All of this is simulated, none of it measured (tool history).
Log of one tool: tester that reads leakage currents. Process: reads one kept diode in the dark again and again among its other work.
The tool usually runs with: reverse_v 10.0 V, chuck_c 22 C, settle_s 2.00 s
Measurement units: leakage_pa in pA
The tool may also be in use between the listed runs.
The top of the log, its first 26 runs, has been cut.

| run | day | reverse_v | chuck_c | settle_s | leakage_pa |
|---|---|---|---|---|---|
| 27 | 201.267 | 14.1 | 22 | 3.99 | 182.11 |
|  | 201.958 | tester calibrated |
|  | 203.996 | probe card cleaned and baked |
| 28 | 209.162 | 1.1 | 58 | 0.40 | 727.22 |
| 29 | 217.262 | 1.1 | 58 | 0.40 | 733.34 |
|  | 227.333 | chuck's temperature calibrated |
| 30 | 227.438 | 1.1 | 58 | 0.40 | 698.64 |
| 31 | 232.971 | 1.1 | 58 | 0.40 | 697.06 |
| 32 | 238.350 | 10.0 | 29 | 2.00 | 229.12 |
| 33 | 248.279 | 10.0 | 26 | 0.32 | 195.71 |
| 34 | 257.829 | 10.0 | 26 | 0.32 | 197.64 |
| 35 | 265.796 | 10.0 | 27 | 1.03 | 206.72 |
| 36 | 275.312 | 1.7 | 27 | 2.02 | 112.94 |
| 37 | 284.383 | 10.0 | 21 | 2.00 | 138.52 |
| 38 | 289.654 | 1.3 | 26 | 6.00 | 97.22 |

What if the next run were any one of these 3? Each begins from the tool's condition after run 38:
| A | 294.975 | 1.9 | 22 | 2.00 | ? |
| B | 294.975 | 1.3 | 23 | 6.00 | ? |
| C | 294.975 | 6.4 | 31 | 0.56 | ? |

| run | leakage_pa |
|---|---|
| A | 83.20 |
| B | 78.33 |
| C | 237.38 |
The same runs, with their run-to-run variation unchanged, on a tool lacking any hidden condition would have given:
| run | leakage_pa |
|---|---|
| A | 78.91 |
| B | 74.65 |
| C | 225.09 |
